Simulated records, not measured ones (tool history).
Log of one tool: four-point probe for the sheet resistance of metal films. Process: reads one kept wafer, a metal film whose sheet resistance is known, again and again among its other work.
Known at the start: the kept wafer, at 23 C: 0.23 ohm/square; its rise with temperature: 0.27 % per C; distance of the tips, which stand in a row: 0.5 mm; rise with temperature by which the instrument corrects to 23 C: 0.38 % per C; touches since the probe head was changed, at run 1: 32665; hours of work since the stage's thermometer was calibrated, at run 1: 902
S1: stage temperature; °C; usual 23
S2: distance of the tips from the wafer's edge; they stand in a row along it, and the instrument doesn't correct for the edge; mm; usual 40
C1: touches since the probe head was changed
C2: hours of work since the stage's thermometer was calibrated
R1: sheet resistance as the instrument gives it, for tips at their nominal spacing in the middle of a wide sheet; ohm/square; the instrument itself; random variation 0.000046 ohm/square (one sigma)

run     day  S1  S2     C1    C2        R1
  1   0.000  23  40  32665   902  0.228851
  2   0.967  23  40  33166   917  0.228748
  3   2.858  23  40  34145   946  0.228810
  4   3.892  23  40  34680   962  0.228645
  5   5.192  23  40  35353   983  0.228652
  6   6.746  23  18  36159  1007  0.228812
  7   7.750  23  18  36678  1023  0.228721
  8   9.062  23  40  37358  1043  0.228722
  9  10.300  23  40  38000  1063  0.228695
 10  12.304  23  40  39036  1094  0.228703
 11  13.112  23  69  39455  1106  0.228659
 12  14.212  23  69  40025  1124  0.228636
 13  15.204  23  69  40539  1139  0.228636
 14  16.162  23  40  41036  1154  0.228649
 15  17.508  23  40  41733  1175  0.228638
 16  18.496  23  40  42243  1191  0.228696
 17  19.842  23   5  42940  1212  0.229870
 18  21.808  23   5  43960  1242  0.229776
 19  23.200  23  30  44680  1264  0.228633
 20  24.946  23  40  45583  1291  0.228571
 21  26.062  23  40  46162  1309  0.228614
 22  27.321  23  40  46814  1329  0.228617
     27.433  -- stage's thermometer calibrated
 23  28.708  23  40  47523    20  0.228487
 24  29.904  23   9  48141    39  0.228912
 25  30.967  19   4  48691    55  0.231463
 26  32.538  25  42  49504    80  0.228011
 27  33.512  24  40  50010    95  0.228279
 28  34.688  20  44  50617   113  0.229316
 29  36.362  21  31  51485   140  0.229077
 30  37.788  18  27  52224   162  0.229787
     38.792  -- stage's thermometer calibrated, once more
 31  38.892  30  52  52784     2  0.226928
 32  40.871  24   7  53811    33  0.229076
 33  42.525  24   7  54667    58  0.229057
 34  43.817  24   7  55335    79  0.228935
 35  45.604  24   7  56262   107  0.229024
 36  47.067  33  15  57018   129  0.226252
 37  48.933  33  28  57984   158  0.226120
 38  50.896  33  28  59001   189  0.226206
 39  52.088  29  28  59619   208  0.227108
 40  53.154  18  59  60170   224  0.230065
 41  54.171  20  13  60697   240  0.229640
 42  55.975  29  43  61631   269  0.227096
 43  57.458  26  68  62400   292  0.227852
 44  58.529  34   4  62954   308  0.227633

Hidden state at the last listed run before each entry between runs and at the first one after, where it differs:
Between runs 22 and 23: stage's thermometer calibrated (day 27.433)
  inner tips' distance over the nominal, %: -0.495 -> -0.496; tips' flats over new ones', %: 18 -> 19; wafer's true temperature over the reading, C: -0.31 -> -0.35
  measured less the result without the state, R1: -0.001417 -> -0.001445 ohm/square
Between runs 30 and 31: stage's thermometer calibrated, once more (day 38.792)
  inner tips' distance over the nominal, %: -0.509 -> -0.51; wafer's true temperature over the reading, C: -0.38 -> -0.02
  measured less the result without the state, R1: -0.001510 -> -0.001273 ohm/square
